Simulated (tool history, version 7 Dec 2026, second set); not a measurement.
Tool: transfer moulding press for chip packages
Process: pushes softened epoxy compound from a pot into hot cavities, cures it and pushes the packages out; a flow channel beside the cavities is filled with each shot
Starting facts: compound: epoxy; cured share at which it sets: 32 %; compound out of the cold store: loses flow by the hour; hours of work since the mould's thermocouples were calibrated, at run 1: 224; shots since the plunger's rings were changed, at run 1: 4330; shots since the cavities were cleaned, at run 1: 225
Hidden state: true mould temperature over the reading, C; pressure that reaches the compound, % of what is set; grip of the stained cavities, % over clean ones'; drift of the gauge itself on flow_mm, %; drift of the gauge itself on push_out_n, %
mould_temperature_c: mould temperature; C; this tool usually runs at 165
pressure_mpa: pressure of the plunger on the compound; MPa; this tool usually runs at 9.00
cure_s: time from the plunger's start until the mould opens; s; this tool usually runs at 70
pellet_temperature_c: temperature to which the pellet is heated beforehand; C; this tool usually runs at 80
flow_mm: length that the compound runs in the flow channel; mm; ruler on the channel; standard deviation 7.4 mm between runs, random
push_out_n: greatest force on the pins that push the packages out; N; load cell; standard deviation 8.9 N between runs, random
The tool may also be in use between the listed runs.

run	hour	mould_temperature_c	pressure_mpa	cure_s	pellet_temperature_c	hours of work since the mould's thermocouples were calibrated	shots since the plunger's rings were changed	shots since the cavities were cleaned	incoming compound's hours out of the cold store	flow_mm	push_out_n
1	0.0	165	9.00	70	80	224	4330	225	23.8	762	558
# hour 15.3: plunger's sealing rings changed
# hour 28.9: cavities cleaned with cleaning compound and waxed
2	35.2	165	9.00	70	80	244	278	95	46.8	733	459
3	67.7	165	9.00	70	80	264	768	585	42.8	745	661
# hour 72.4: cavities cleaned with cleaning compound and waxed
# hour 115.0: cavities cleaned with cleaning compound and waxed
4	115.6	165	9.00	70	80	292	1444	10	46.9	725	401
5	153.6	165	9.00	70	80	316	2017	583	47.5	705	634
# hour 159.0: cavities cleaned with cleaning compound and waxed
6	195.1	165	9.00	93	80	342	2619	544	17.9	826	500
# hour 201.0: cavities cleaned with cleaning compound and waxed
7	236.5	165	9.00	93	80	367	3220	535	11.2	846	511
# hour 242.6: cavities cleaned with cleaning compound and waxed
8	275.5	166	9.00	70	80	390	3785	496	44.6	687	627
# hour 287.1: cavities cleaned with cleaning compound and waxed
9	317.5	165	9.00	70	80	416	4394	456	44.4	677	685
# hour 327.3: plunger's sealing rings changed
# hour 331.5: cavities cleaned with cleaning compound and waxed
10	365.3	165	9.00	70	80	443	550	510	11.6	903	731
# hour 374.5: cavities cleaned with cleaning compound and waxed
11	409.9	165	9.00	70	80	471	1200	535	31.8	785	689
# hour 417.6: cavities cleaned with cleaning compound and waxed
12	436.0	165	9.00	70	80	486	1570	278	32.4	770	627
# hour 459.0: cavities cleaned with cleaning compound and waxed
13	485.6	165	8.02	70	80	516	2295	401	15.2	796	722
# hour 490.2: mould's thermocouples calibrated
# hour 505.7: cavities cleaned with cleaning compound and waxed
14	539.8	159	9.00	71	89	30	3058	514	15.3	841	1132
# hour 549.8: cavities cleaned with cleaning compound and waxed
15	565.2	165	9.00	70	80	45	3418	232	25.1	769	641
# hour 591.9: cavities cleaned with cleaning compound and waxed
# hour 595.2: mould's thermocouples calibrated, once more
16	595.2	165	9.00	60	80	0	3817	19	37.6	721	551
17	622.8	165	6.97	62	84	17	4233	435	37.1	643	783
# hour 635.5: cavities cleaned with cleaning compound and waxed
# hour 644.5: plunger's sealing rings changed
18	665.7	165	7.34	87	80	42	319	417	29.7	726	480
# hour 681.4: cavities cleaned with cleaning compound and waxed
19	693.4	165	7.86	87	79	58	714	182	42.4	691	397

What does the tool deliver on the next run?
# hour 724.3: cavities cleaned with cleaning compound and waxed
20	741.8	165	8.56	70	78	88	1420	264	29.6	?	?

flow_mm: 761 mm
push_out_n: 592 N
If the tool had no hidden condition, the same run with the same run-to-run variation would have returned flow_mm 779 mm, push_out_n 376 N.
